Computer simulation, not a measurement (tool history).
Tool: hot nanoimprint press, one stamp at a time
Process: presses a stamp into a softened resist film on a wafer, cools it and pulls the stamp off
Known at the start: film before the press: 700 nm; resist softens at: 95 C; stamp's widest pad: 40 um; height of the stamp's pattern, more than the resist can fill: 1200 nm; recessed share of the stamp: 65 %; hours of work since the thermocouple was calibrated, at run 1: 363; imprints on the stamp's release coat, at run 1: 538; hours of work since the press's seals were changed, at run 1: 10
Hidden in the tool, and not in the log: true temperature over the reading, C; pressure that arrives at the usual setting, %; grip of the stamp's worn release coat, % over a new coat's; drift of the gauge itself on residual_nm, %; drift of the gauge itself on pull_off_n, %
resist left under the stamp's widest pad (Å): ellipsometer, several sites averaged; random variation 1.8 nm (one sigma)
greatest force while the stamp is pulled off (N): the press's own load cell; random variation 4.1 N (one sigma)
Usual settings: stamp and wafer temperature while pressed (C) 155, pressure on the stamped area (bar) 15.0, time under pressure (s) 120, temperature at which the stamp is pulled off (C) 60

run,hour,stamp and wafer temperature while pressed (C),pressure on the stamped area (bar),time under pressure (s),temperature at which the stamp is pulled off (C),hours of work since the thermocouple was calibrated,imprints on the stamp's release coat,hours of work since the press's seals were changed,resist left under the stamp's widest pad (Å),greatest force while the stamp is pulled off (N)
1,0.0,155,15.0,120,60,363,538,10,2978,205
2,5.1,155,15.0,120,60,366,561,14,2947,196
3,10.9,155,15.0,120,60,370,586,18,2930,198
4,17.9,155,15.0,120,60,375,617,23,2977,199
5,27.7,155,15.0,120,60,382,660,29,2930,201
6,36.2,155,15.0,120,60,388,698,35,2924,196
7,43.3,155,15.0,120,60,393,729,40,2957,205
8,49.7,155,15.0,120,60,397,757,45,2968,206
9,59.8,151,15.0,120,60,405,801,52,3663,196
10,64.4,151,15.0,120,60,408,822,55,3654,196
# hour 70.8: plate thermocouple calibrated
11,74.4,151,15.0,120,60,3,853,60,3651,200
12,80.6,155,15.0,120,60,7,880,64,2957,201
13,90.1,155,15.0,120,64,14,921,71,2947,193
14,98.6,155,15.0,120,64,20,959,77,2927,191
15,105.8,155,15.0,120,60,25,990,82,2950,202
16,110.3,147,15.0,170,60,28,1010,85,4060,198
17,118.3,147,15.0,170,60,33,1045,91,4044,201
18,123.4,155,15.0,120,67,37,1068,94,2953,178
19,129.7,162,20.9,70,54,41,1095,99,2059,220
20,138.8,143,17.5,113,65,48,1136,105,5077,184
21,148.1,155,9.9,120,63,54,1177,112,3580,193
22,154.1,155,10.2,190,61,58,1203,116,3055,200
23,158.9,155,10.2,190,61,62,1224,119,3052,198
24,168.5,155,10.2,190,61,69,1266,126,3052,202
25,176.8,162,13.0,120,60,74,1303,132,2199,208
26,186.5,162,13.0,120,60,81,1345,139,2185,202
27,192.8,155,15.0,146,53,86,1373,143,2736,225
28,200.2,155,15.0,146,53,91,1406,148,2751,233
# hour 208.7: stamp cleaned and given a new release coat
29,214.6,156,19.6,201,57,97,26,154,1987,207

Forecast each of these 5 alternatives for the next run:
A,222.9,156,10.2,120,57,103,62,160,?,?
B,222.9,151,17.4,201,57,103,62,160,?,?
C,222.9,151,19.6,63,52,103,62,160,?,?
D,222.9,155,15.0,120,58,103,62,160,?,?
E,222.9,155,15.0,217,60,103,62,160,?,?

run,resist left under the stamp's widest pad (Å),greatest force while the stamp is pulled off (N)
A,3435,209
B,2863,214
C,3937,233
D,2975,208
E,2379,198
Without the tool's hidden state the same runs would have given:
run,resist left under the stamp's widest pad (Å),greatest force while the stamp is pulled off (N)
A,3432,209
B,2861,214
C,3934,233
D,2973,208
E,2376,198

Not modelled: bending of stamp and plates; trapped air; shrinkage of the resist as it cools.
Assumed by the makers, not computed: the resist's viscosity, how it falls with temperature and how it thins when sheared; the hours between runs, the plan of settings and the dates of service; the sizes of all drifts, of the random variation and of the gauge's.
